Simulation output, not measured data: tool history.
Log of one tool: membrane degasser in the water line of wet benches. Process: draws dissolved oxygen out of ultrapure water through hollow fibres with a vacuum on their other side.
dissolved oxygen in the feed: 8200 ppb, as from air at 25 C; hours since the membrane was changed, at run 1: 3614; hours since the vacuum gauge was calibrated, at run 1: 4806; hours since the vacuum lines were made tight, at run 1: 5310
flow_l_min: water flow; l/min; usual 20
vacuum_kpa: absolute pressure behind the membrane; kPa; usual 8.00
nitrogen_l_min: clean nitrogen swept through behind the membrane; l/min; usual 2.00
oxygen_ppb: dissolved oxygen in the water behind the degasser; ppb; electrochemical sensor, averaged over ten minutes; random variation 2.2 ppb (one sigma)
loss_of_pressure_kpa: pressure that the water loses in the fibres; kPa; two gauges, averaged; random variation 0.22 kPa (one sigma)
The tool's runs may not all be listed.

run    hour  flow_l_min  vacuum_kpa  nitrogen_l_min  hours since the membrane was changed  hours since the vacuum gauge was calibrated  hours since the vacuum lines were made tight  oxygen_ppb  loss_of_pressure_kpa
  1     0.0          20        8.00            2.00                                  3614                                         4806                                          5310       234.2                 55.36
  2   220.4          23        8.00            2.00                                  3834                                         5027                                          5530       295.1                 63.27
  3   385.0          24        8.00            2.00                                  3999                                         5191                                          5695       311.2                 66.49
      525.3  -- seals of the vacuum lines changed
  4   542.9          20        8.00            2.00                                  4155                                         5347                                            18       240.5                 55.31
  5   762.2          20        8.00            2.00                                  4374                                         5566                                           237       237.0                 55.59
  6   958.2          20        8.00            2.00                                  4570                                         5762                                           433       235.7                 55.65
  7  1171.0          15        8.00            2.00                                  4783                                         5975                                           646       150.6                 41.47
     1193.0  -- vacuum gauge calibrated
  8  1419.1          15        8.00            2.00                                  5031                                          226                                           893       148.9                 41.40
  9  1713.5          15        8.00            2.00                                  5325                                          520                                          1188       148.2                 42.10
 10  1983.4          15        8.00            2.00                                  5595                                          790                                          1458       150.8                 41.80
 11  2181.3          15        8.00            2.00                                  5793                                          988                                          1656       149.1                 42.04
 12  2447.1          15        8.00            2.00                                  6058                                         1254                                          1921       152.0                 41.67
 13  2647.7          24        8.00            2.00                                  6259                                         1455                                          2122       321.3                 67.55
 14  2860.2          24        8.00            2.00                                  6472                                         1667                                          2334       317.6                 67.28
 15  3006.0          24        8.00            2.00                                  6617                                         1813                                          2480       317.5                 67.38
 16  3184.6          24        8.00            2.00                                  6796                                         1992                                          2659       322.9                 67.49
 17  3363.4          24        8.00            2.00                                  6975                                         2170                                          2838       322.3                 67.45
 18  3498.6          24        8.00            4.89                                  7110                                         2306                                          2973       245.5                 67.34
 19  3783.5          14       11.13            1.32                                  7395                                         2590                                          3258       250.2                 39.36
 20  3989.6          20        8.58            1.73                                  7601                                         2797                                          3464       275.8                 56.51
 21  4178.8          20        8.58            1.54                                  7790                                         2986                                          3653       289.9                 56.50
 22  4384.4          14        7.70            1.58                                  7996                                         3191                                          3859       153.3                 39.59
 23  4680.5          14        7.70            1.58                                  8292                                         3488                                          4155       155.3                 39.68
 24  4921.4          18       19.06            1.58                                  8533                                         3728                                          4396       508.0                 51.06
 25  5205.7          18        8.00            2.00                                  8817                                         4013                                          4680       215.4                 50.72
 26  5390.4          13       14.07            1.24                                  9002                                         4197                                          4865       313.3                 37.10
 27  5655.5          13       14.07            1.24                                  9267                                         4462                                          5130       316.0                 37.03
 28  5793.4          13       14.07            1.24                                  9405                                         4600                                          5268       311.7                 37.26
 29  5983.9          13       14.07            1.24                                  9595                                         4791                                          5458       308.5                 37.24
 30  6196.1          28       13.82            2.00                                  9807                                         5003                                          5670       580.7                 80.25
 31  6326.6          28        5.83            1.33                                  9938                                         5134                                          5801       391.1                 80.35
     6361.6  -- seals of the vacuum lines changed
 32  6499.0          20        8.00            1.01                                 10108                                         5304                                           137       347.8                 57.28

Forecast each of these 3 alternatives for the next run:
  A  6639.4          17        5.63            5.03                                 10249                                         5444                                           278           ?                     ?
  B  6639.4          31        8.00            1.01                                 10249                                         5444                                           278           ?                     ?
  C  6639.4          20        8.00            1.18                                 10249                                         5444                                           278           ?                     ?

run  oxygen_ppb  loss_of_pressure_kpa
  A       120.7                 48.71
  B       614.1                 88.65
  C       325.0                 57.03
Without the tool's hidden state the same runs would have given:
run  oxygen_ppb  loss_of_pressure_kpa
  A        96.3                 45.92
  B       552.5                 83.59
  C       290.0                 53.76
